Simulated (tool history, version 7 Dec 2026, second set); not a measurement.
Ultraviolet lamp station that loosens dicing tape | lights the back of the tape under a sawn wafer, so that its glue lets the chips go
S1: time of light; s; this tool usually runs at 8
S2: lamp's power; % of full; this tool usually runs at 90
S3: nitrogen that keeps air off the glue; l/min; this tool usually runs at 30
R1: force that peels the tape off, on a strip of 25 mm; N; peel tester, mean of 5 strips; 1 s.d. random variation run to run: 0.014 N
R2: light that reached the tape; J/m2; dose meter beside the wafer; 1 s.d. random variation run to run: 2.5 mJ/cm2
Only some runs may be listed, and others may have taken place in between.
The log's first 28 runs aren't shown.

{"hour": 1422.5, "done": "window cleaned of glue's vapour"}
{"run": 29, "hour": 1443.0, "S1": 12, "S2": 90, "S3": 9, "R1": 0.744, "R2": 4160}
{"run": 30, "hour": 1498.1, "S1": 9, "S2": 81, "S3": 11, "R1": 1.481, "R2": 2720}
{"run": 31, "hour": 1566.4, "S1": 9, "S2": 81, "S3": 11, "R1": 1.506, "R2": 2640}
{"run": 32, "hour": 1634.5, "S1": 8, "S2": 90, "S3": 27, "R1": 0.898, "R2": 2510}
{"run": 33, "hour": 1693.6, "S1": 8, "S2": 90, "S3": 27, "R1": 0.963, "R2": 2460}
{"run": 34, "hour": 1733.7, "S1": 8, "S2": 90, "S3": 27, "R1": 0.981, "R2": 2420}
{"run": 35, "hour": 1773.9, "S1": 8, "S2": 72, "S3": 9, "R1": 2.771, "R2": 1930}
{"run": 36, "hour": 1838.8, "S1": 15, "S2": 65, "S3": 51, "R1": 0.414, "R2": 3130}
{"run": 37, "hour": 1893.4, "S1": 15, "S2": 65, "S3": 51, "R1": 0.45, "R2": 3070}
{"hour": 1899.8, "done": "window cleaned of glue's vapour"}
{"run": 38, "hour": 1947.4, "S1": 8, "S2": 81, "S3": 52, "R1": 0.711, "R2": 2330}
{"run": 39, "hour": 1980.4, "S1": 6, "S2": 81, "S3": 52, "R1": 1.331, "R2": 1700}
{"run": 40, "hour": 2049.1, "S1": 10, "S2": 92, "S3": 17, "R1": 0.786, "R2": 3140}
{"run": 41, "hour": 2114.2, "S1": 8, "S2": 90, "S3": 30, "R1": 0.937, "R2": 2390}
{"run": 42, "hour": 2151.1, "S1": 8, "S2": 78, "S3": 16, "R1": 1.907, "R2": 2030}

3 options for the next run, each taken on its own from the tool as it stands now. Forecast them:
{"run": "A", "hour": 2187.8, "S1": 5, "S2": 85, "S3": 45, "R1": "?", "R2": "?"}
{"run": "B", "hour": 2187.8, "S1": 7, "S2": 90, "S3": 30, "R1": "?", "R2": "?"}
{"run": "C", "hour": 2187.8, "S1": 9, "S2": 88, "S3": 20, "R1": "?", "R2": "?"}

run=A R1=1.986 R2=1380
run=B R1=1.290 R2=1980
run=C R1=1.103 R2=2560
What these runs would have given with no unlogged condition in the tool:
run=A R1=1.429 R2=1690
run=B R1=0.877 R2=2430
run=C R1=0.740 R2=3130

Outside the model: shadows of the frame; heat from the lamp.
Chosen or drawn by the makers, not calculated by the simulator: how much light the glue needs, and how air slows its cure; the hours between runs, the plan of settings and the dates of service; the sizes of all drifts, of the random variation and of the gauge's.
